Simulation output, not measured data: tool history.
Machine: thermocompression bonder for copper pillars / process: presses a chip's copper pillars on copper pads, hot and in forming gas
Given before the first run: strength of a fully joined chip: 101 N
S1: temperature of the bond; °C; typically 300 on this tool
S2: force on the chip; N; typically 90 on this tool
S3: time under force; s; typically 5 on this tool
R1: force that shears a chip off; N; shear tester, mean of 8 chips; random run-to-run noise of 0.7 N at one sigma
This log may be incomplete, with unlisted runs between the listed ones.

run	hour	S1	S2	S3	R1
1	0	300	90	5	47.5
2	59	300	92	5	48.6
3	95.5	300	92	5	47.5
4	148.1	300	92	5	47.1
5	174.8	300	92	5	46.8
# hour 179.7: force cell calibrated
# hour 198.4: forming gas filter changed
6	207.1	300	92	5	54.8
# hour 212.4: heater calibrated with a thermocouple chip
7	248.4	300	90	5	56.6
8	302	300	90	5	57
9	353.5	287	90	5	47.2
10	409.4	287	90	5	48.1
11	435	325	90	5	70.6
12	467.5	325	90	5	71.4
13	529.2	325	90	5	69.7
# hour 565.4: heater calibrated with a thermocouple chip, once more
14	592.3	325	90	5	60.6
15	638.2	325	90	5	60.5
16	673.8	307	90	5	49.5
17	734.5	307	90	5	50.2
18	794.9	307	90	5	48.8
19	844.8	307	90	5	49.1
20	892.4	307	90	5	48.9
# hour 950: forming gas filter changed
21	950	307	90	5	54.6
22	986.1	300	111	15	76.9
23	1045.3	300	111	15	74.3
24	1077.8	299	121	4	52
25	1131.2	299	121	4	52.3
26	1177.9	300	72	5	43.9
27	1210.2	297	86	5	46.6
28	1272.1	290	94	10	54.8
29	1305.4	292	55	9	40.8
30	1363.9	275	70	5	27.7
31	1402	300	90	5	48.7
32	1453.4	277	64	11	37.2
33	1495.1	277	64	11	36
34	1555.7	301	96	5	48.9
35	1586.4	300	128	5	56.1
36	1637.4	289	90	8	47.3
37	1673.1	301	76	7	47.8
# hour 1699.7: forming gas filter changed
38	1721	301	60	7	46.2
39	1776.4	286	119	5	50.8
40	1808.9	281	119	5	46.6

Branching from run 40: 3 alternative next runs. What would each branch give?
A	1847	271	83	5	?
B	1847	298	72	9	?
C	1847	310	111	14	?

run	R1
A	32.1
B	53.8
C	80.5
Take away the tool's hidden state, keep each run's random variation, and the runs would have read:
run	R1
A	30.6
B	52.4
C	80.2
